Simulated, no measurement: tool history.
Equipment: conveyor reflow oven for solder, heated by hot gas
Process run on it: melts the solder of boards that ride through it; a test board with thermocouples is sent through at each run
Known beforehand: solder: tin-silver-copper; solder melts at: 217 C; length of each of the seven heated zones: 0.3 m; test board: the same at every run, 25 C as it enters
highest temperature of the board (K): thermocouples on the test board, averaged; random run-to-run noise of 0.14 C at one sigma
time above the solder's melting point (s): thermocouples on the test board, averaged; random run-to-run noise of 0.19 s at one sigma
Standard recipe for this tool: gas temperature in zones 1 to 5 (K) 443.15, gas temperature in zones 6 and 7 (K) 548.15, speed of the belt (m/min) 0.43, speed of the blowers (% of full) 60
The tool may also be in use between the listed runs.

run,day,gas temperature in zones 1 to 5 (K),gas temperature in zones 6 and 7 (K),speed of the belt (m/min),speed of the blowers (% of full),highest temperature of the board (K),time above the solder's melting point (s)
1,0,443.15,548.15,0.43,60,534.95,68.7
2,0.425,443.15,548.15,0.43,60,534.85,68.8
3,0.883,443.15,548.15,0.43,60,535.15,68.6
4,1.279,443.15,548.15,0.43,60,534.85,68.5
5,1.504,443.15,548.15,0.43,60,535.15,68.5
6,1.696,443.15,548.15,0.43,60,534.95,68.6
7,2.038,443.15,558.15,0.43,60,544.65,73.6
8,2.242,443.15,558.15,0.43,60,544.15,73.5
# day 2.488: flux residue cleaned out of gas plates and filters
9,2.812,443.15,558.15,0.43,60,544.15,73.6
10,3.283,443.15,558.15,0.43,60,544.25,73.8
11,3.571,443.15,558.15,0.492,56,538.25,60.9
12,3.962,432.15,558.15,0.492,64,537.75,57.5
13,4.333,443.15,553.15,0.46,56,536.55,64.3
14,4.788,434.15,551.15,0.366,61,541.85,82.9
# day 5.292: flux residue cleaned out of gas plates and filters, once more
15,5.292,457.15,551.15,0.444,70,540.55,74.9
16,5.571,457.15,551.15,0.444,70,540.15,74.3
17,5.925,457.15,551.15,0.444,70,540.45,74.8
18,6.233,443.15,558.15,0.43,65,545.25,74.5
19,6.6,443.15,558.15,0.43,65,545.55,74.3

Consider 5 possible next runs. They are alternatives, not a sequence: every one starts from the tool as it was left by run 19. What does each give?
A,6.888,458.15,544.15,0.43,54,?,?
B,6.888,443.15,558.15,0.511,65,?,?
C,6.888,438.15,561.15,0.408,60,?,?
D,6.888,443.15,548.15,0.43,62,?,?
E,6.888,443.15,551.15,0.475,66,?,?

run,highest temperature of the board (K),time above the solder's melting point (s)
A,533.05,73.4
B,539.25,59.7
C,548.45,78.6
D,535.75,69.1
E,535.65,62.4
With the hidden condition removed and each run's random variation left untouched, the same runs would have given:
run,highest temperature of the board (K),time above the solder's melting point (s)
A,531.85,72.4
B,538.05,58.9
C,547.15,77.7
D,534.55,68.2
E,534.45,61.5
